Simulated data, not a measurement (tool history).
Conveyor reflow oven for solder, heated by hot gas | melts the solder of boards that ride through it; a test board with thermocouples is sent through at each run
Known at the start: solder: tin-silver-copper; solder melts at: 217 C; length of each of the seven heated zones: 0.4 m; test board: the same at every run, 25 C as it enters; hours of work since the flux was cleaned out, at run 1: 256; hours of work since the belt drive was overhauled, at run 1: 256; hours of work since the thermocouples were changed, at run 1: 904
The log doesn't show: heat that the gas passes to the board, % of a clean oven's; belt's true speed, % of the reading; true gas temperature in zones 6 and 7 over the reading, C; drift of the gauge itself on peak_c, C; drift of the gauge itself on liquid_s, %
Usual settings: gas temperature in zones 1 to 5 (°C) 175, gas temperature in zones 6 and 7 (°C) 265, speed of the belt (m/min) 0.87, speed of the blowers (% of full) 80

| run | hour | gas temperature in zones 1 to 5 (°C) | gas temperature in zones 6 and 7 (°C) | speed of the belt (m/min) | speed of the blowers (% of full) | hours of work since the flux was cleaned out | hours of work since the belt drive was overhauled | hours of work since the thermocouples were changed | highest temperature of the board (°C) | time above the solder's melting point (s) |
|---|---|---|---|---|---|---|---|---|---|---|
| 1 | 0.0 | 175 | 265 | 0.87 | 80 | 256 | 256 | 904 | 251.6 | 41.8 |
| 2 | 15.9 | 175 | 265 | 0.87 | 80 | 263 | 263 | 911 | 251.7 | 41.6 |
| 3 | 40.6 | 175 | 265 | 0.87 | 80 | 274 | 274 | 923 | 251.4 | 41.5 |
| 4 | 61.2 | 175 | 255 | 0.87 | 80 | 284 | 284 | 932 | 242.7 | 36.4 |
| 5 | 76.6 | 175 | 265 | 0.87 | 80 | 291 | 291 | 940 | 251.3 | 41.2 |
| 6 | 97.6 | 175 | 265 | 0.87 | 80 | 301 | 301 | 949 | 251.0 | 41.0 |
| 7 | 110.2 | 175 | 265 | 0.87 | 80 | 307 | 307 | 955 | 251.1 | 41.3 |
| 8 | 134.6 | 175 | 265 | 0.87 | 80 | 318 | 318 | 966 | 250.9 | 41.0 |

Run 9 comes next. What will it give?
|  | 159.0 | flux residue cleaned out of gas plates and filters |
| 9 | 163.7 | 175 | 265 | 0.87 | 80 | 2 | 329 | 978 | ? | ? |

highest temperature of the board (°C): 253.7
time above the solder's melting point (s): 43.1
Without the tool's hidden state the same run would have given highest temperature of the board (°C) 252.6, time above the solder's melting point (s) 42.2.

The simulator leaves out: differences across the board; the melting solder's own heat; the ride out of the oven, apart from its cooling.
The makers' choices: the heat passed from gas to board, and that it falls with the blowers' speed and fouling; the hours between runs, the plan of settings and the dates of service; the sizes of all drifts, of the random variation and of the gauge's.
